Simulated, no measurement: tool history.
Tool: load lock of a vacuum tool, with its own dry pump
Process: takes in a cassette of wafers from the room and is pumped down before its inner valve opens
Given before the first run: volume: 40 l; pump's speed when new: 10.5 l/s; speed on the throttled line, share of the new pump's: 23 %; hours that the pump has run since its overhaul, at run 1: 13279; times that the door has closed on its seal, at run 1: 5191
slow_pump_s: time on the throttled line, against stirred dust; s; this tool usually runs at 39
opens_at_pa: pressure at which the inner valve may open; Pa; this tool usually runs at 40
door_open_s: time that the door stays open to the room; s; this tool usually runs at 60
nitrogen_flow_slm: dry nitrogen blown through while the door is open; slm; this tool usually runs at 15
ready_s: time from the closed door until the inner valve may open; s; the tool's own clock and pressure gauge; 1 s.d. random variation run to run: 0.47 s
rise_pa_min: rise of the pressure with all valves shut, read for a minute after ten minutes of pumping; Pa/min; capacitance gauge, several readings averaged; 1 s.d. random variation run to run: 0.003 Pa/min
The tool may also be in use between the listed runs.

run    hour  slow_pump_s  opens_at_pa  door_open_s  nitrogen_flow_slm  hours that the pump has run since its overhaul  times that the door has closed on its seal  incoming humidity of the room's air, %  ready_s  rise_pa_min
  1       0           39           40           60                 15                                           13279                                        5191                                    47.2       63        0.094
  2   616.5           39           65           60                 15                                           13895                                        6557                                    45.9     60.9        0.118
  3    1072           39           40           60                 15                                           14351                                        7567                                    41.2       63        0.133
  4  1500.2           39           59           60                 15                                           14779                                        8516                                    48.2     60.9         0.15
  5  1957.7           39           59           60                 15                                           15237                                        9531                                    41.3     61.3        0.163
  6    2355           39           40           60                 15                                           15634                                       10411                                    44.2     63.5        0.179
  7  2665.6           39           40           60                 15                                           15945                                       11100                                    42.4     64.4          0.2
  8  3002.3           39           40           60                 15                                           16281                                       11847                                    43.3     64.3        0.207
  9  3332.3           39           40           60                 15                                           16611                                       12578                                    47.4     63.8        0.234

Expected results for the next run?
 10  3780.2           26           37           60                 10                                           17059                                       13571                                    42.7        ?            ?

ready_s: 55.2 s
rise_pa_min: 0.261 Pa/min
With no hidden state in the tool, this same run would have given ready_s 50.2 s, rise_pa_min 0.04 Pa/min.

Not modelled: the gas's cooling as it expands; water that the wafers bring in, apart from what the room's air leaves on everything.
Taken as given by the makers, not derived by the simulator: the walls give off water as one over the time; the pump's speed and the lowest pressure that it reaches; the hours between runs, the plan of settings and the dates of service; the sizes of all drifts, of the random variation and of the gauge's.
